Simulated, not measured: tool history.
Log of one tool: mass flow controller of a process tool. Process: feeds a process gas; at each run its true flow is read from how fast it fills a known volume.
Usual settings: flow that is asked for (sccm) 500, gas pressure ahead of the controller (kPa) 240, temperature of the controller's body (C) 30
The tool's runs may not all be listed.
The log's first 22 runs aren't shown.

run    hour  flow that is asked for (sccm)  gas pressure ahead of the controller (kPa)  temperature of the controller's body (C)  hours of work since the controller was set to zero  hours of work since the controller was changed  true flow (%)
 23  2252.2                            126                                         148                                        26                                                 440                                            2007          95.61
 24  2319.7                            365                                         150                                        25                                                 488                                            2054           97.7
     2458.5  -- controller's zero set anew, once more
 25  2470.4                            146                                         261                                        24                                                   8                                            2160          97.99
 26  2610.2                            500                                         240                                        21                                                 107                                            2259          99.17
 27  2753.1                            500                                         240                                        21                                                 208                                            2360          99.13
 28  2834.2                            201                                         171                                        27                                                 265                                            2417          97.68
 29  2982.5                            381                                         226                                        35                                                 370                                            2522          98.22
 30    3077                            630                                         216                                        30                                                 437                                            2589          99.12
 31  3178.4                            630                                         216                                        30                                                 509                                            2660          99.18
 32  3287.5                            429                                         201                                        38                                                 586                                            2738           98.2
 33    3369                            473                                         225                                        30                                                 643                                            2795          98.73
 34  3477.2                            175                                         240                                        22                                                 720                                            2872          97.82
 35  3598.6                            257                                         151                                        30                                                 805                                            2957          97.79
 36  3671.4                            946                                         240                                        22                                                 857                                            3009         100.35
 37  3743.9                            946                                         240                                        22                                                 908                                            3060         100.45
 38  3849.3                            500                                         169                                        22                                                 982                                            3134          98.99
 39    3972                            500                                         169                                        22                                                1069                                            3221          98.94
 40  4081.8                            500                                         254                                        30                                                1147                                            3299          98.83
 41  4150.4                            262                                         216                                        37                                                1195                                            3347          97.58

Forecast each of these 4 alternatives for the next run:
  A  4215.2                            198                                         211                                        30                                                1241                                            3393              ?
  B  4215.2                            524                                         184                                        34                                                1241                                            3393              ?
  C  4215.2                            658                                         194                                        35                                                1241                                            3393              ?
  D  4215.2                            179                                         240                                        37                                                1241                                            3393              ?

run  true flow (%)
  A          97.32
  B          98.43
  C          98.95
  D          97.15
Without the tool's hidden state the same runs would have given:
run  true flow (%)
  A          97.37
  B          98.09
  C          98.56
  D          97.27
